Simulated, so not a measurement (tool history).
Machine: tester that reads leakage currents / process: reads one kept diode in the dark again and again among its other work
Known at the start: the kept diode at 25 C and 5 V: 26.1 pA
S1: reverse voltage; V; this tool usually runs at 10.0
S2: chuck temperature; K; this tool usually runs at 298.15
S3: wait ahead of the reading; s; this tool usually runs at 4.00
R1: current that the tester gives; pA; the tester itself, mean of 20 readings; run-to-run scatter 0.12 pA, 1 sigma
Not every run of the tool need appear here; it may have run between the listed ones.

run   hour    S1      S2    S3      R1
  1    0.0  10.0  298.15  4.00   36.24
  2   13.1  10.0  298.15  4.00   36.14
  3   40.4   1.3  298.15  4.00   13.50
  4   57.8  10.0  315.15  4.00  125.15
  5   87.5  10.0  315.15  4.00  124.82
  6  108.9  10.0  315.15  4.00  124.80
  7  127.7  10.0  315.15  0.60  126.77
  8  154.1  10.0  298.15  0.47   38.82
  9  176.4  10.0  321.15  3.55  187.71

The next listed run, before its measurement:
 10  193.1  10.0  321.15  3.55   ?

{"run 10": {"R1": 188.34}}
Take away the tool's hidden state, keep the run-to-run variation as it was, and the same run would have given R1 195.59 pA.
